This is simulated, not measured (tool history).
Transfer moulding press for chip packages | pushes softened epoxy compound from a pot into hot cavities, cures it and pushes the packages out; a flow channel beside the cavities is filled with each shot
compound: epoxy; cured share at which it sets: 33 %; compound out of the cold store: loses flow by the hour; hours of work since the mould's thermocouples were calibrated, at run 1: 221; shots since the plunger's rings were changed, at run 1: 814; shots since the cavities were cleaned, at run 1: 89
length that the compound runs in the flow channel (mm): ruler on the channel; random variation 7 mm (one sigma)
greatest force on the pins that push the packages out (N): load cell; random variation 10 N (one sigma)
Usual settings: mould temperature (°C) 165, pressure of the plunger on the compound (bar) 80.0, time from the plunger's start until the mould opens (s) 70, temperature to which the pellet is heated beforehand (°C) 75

run     day  mould temperature (°C)  pressure of the plunger on the compound (bar)  time from the plunger's start until the mould opens (s)  temperature to which the pellet is heated beforehand (°C)  hours of work since the mould's thermocouples were calibrated  shots since the plunger's rings were changed  shots since the cavities were cleaned  incoming compound's hours out of the cold store  length that the compound runs in the flow channel (mm)  greatest force on the pins that push the packages out (N)
  1   0.000                     165                                           80.0                                                       70                                                         75                                                            221                                           814                                     89                                             18.2                                                     785                                                        454
      3.362  -- cavities cleaned with cleaning compound and waxed
  2   3.367                     165                                           64.3                                                       70                                                         75                                                            253                                          1489                                      1                                             10.3                                                     735                                                        477
  3   5.112                     165                                           64.3                                                       70                                                         75                                                            270                                          1846                                    358                                              9.8                                                     729                                                        467
      7.062  -- cavities cleaned with cleaning compound and waxed
  4   8.900                     165                                           75.2                                                       70                                                         75                                                            307                                          2607                                    376                                             43.9                                                     675                                                        434
     10.688  -- cavities cleaned with cleaning compound and waxed
  5  10.688                     165                                           75.2                                                       70                                                         68                                                            323                                          2959                                      0                                             35.5                                                     704                                                        457
  6  14.158                     165                                           75.2                                                       70                                                         68                                                            357                                          3668                                    709                                             10.8                                                     796                                                        478
     14.504  -- cavities cleaned with cleaning compound and waxed
  7  17.954                     165                                           83.1                                                       70                                                         68                                                            393                                          4430                                    705                                             43.3                                                     722                                                        433
     18.238  -- cavities cleaned with cleaning compound and waxed
  8  20.379                     165                                           80.0                                                       70                                                         75                                                            416                                          4913                                    438                                             42.9                                                     711                                                        434
     21.962  -- cavities cleaned with cleaning compound and waxed
  9  23.788                     165                                           80.0                                                       70                                                         75                                                            449                                          5597                                    373                                             25.2                                                     764                                                        446
     25.604  -- cavities cleaned with cleaning compound and waxed
 10  26.971                     165                                           80.0                                                       70                                                         84                                                            479                                          6234                                    279                                             23.2                                                     762                                                        443
     29.221  -- cavities cleaned with cleaning compound and waxed
 11  29.771                     165                                           80.0                                                       70                                                         84                                                            506                                          6793                                    112                                             19.8                                                     779                                                        445
     30.308  -- plunger's sealing rings changed
     32.950  -- cavities cleaned with cleaning compound and waxed
 12  33.583                     165                                           69.1                                                       70                                                         75                                                            541                                           656                                    130                                             41.5                                                     666                                                        425
 13  36.242                     165                                           69.1                                                       70                                                         75                                                            567                                          1199                                    673                                             32.0                                                     682                                                        452
     36.696  -- cavities cleaned with cleaning compound and waxed
 14  38.192                     165                                           69.1                                                       70                                                         75                                                            585                                          1584                                    305                                             29.5                                                     697                                                        439
     40.354  -- cavities cleaned with cleaning compound and waxed
 15  41.621                     158                                           69.1                                                       73                                                         71                                                            618                                          2272                                    258                                             24.1                                                     736                                                        633
     44.229  -- cavities cleaned with cleaning compound and waxed
 16  45.054                     166                                           67.8                                                       61                                                         71                                                            651                                          2961                                    169                                             17.7                                                     724                                                        599
     47.871  -- cavities cleaned with cleaning compound and waxed
 17  48.867                     169                                           74.1                                                       65                                                         82                                                            687                                          3727                                    203                                             33.7                                                     688                                                        428
     51.612  -- cavities cleaned with cleaning compound and waxed
 18  52.075                     161                                           80.0                                                      106                                                         79                                                            718                                          4369                                     94                                             18.8                                                     782                                                        353
 19  54.346                     159                                           61.4                                                       76                                                         83                                                            740                                          4833                                    558                                             21.0                                                     691                                                        550
     55.283  -- cavities cleaned with cleaning compound and waxed
 20  58.454                     157                                           61.4                                                       94                                                         83                                                            779                                          5659                                    647                                             27.8                                                     679                                                        408
     59.083  -- cavities cleaned with cleaning compound and waxed
 21  61.012                     157                                           61.4                                                       94                                                         83                                                            804                                          6169                                    394                                             27.9                                                     680                                                        422
     61.367  -- mould's thermocouples calibrated
     62.829  -- cavities cleaned with cleaning compound and waxed
     64.742  -- plunger's sealing rings changed
 22  64.742                     157                                           61.4                                                       94                                                         83                                                             31                                             0                                    369                                             31.2                                                     669                                                        393
     66.688  -- cavities cleaned with cleaning compound and waxed
 23  67.754                     157                                           61.4                                                       94                                                         83                                                             60                                           603                                    218                                             30.9                                                     678                                                        412
     70.379  -- cavities cleaned with cleaning compound and waxed
 24  70.379                     158                                           65.2                                                       67                                                         66                                                             85                                          1126                                      0                                             15.6                                                     732                                                        835
     74.129  -- cavities cleaned with cleaning compound and waxed
 25  74.233                     165                                           80.0                                                       67                                                         74                                                            122                                          1901                                     21                                             10.3                                                     826                                                        514

Forecast each of these 4 alternatives for the next run:
  A  77.579                     165                                           80.0                                                       94                                                         80                                                            154                                          2585                                    705                                             31.0                                                       ?                                                          ?
  B  77.579                     165                                           80.0                                                       91                                                         67                                                            154                                          2585                                    705                                             26.9                                                       ?                                                          ?
  C  77.579                     162                                           80.0                                                       99                                                         75                                                            154                                          2585                                    705                                             21.6                                                       ?                                                          ?
  D  77.579                     170                                           80.0                                                       67                                                         74                                                            154                                          2585                                    705                                             47.9                                                       ?                                                          ?

run  length that the compound runs in the flow channel (mm)  greatest force on the pins that push the packages out (N)
  A                                                     740                                                        347
  B                                                     750                                                        349
  C                                                     780                                                        350
  D                                                     683                                                        379
Without the tool's hidden state the same runs would have given:
run  length that the compound runs in the flow channel (mm)  greatest force on the pins that push the packages out (N)
  A                                                     741                                                        343
  B                                                     751                                                        345
  C                                                     781                                                        346
  D                                                     684                                                        375

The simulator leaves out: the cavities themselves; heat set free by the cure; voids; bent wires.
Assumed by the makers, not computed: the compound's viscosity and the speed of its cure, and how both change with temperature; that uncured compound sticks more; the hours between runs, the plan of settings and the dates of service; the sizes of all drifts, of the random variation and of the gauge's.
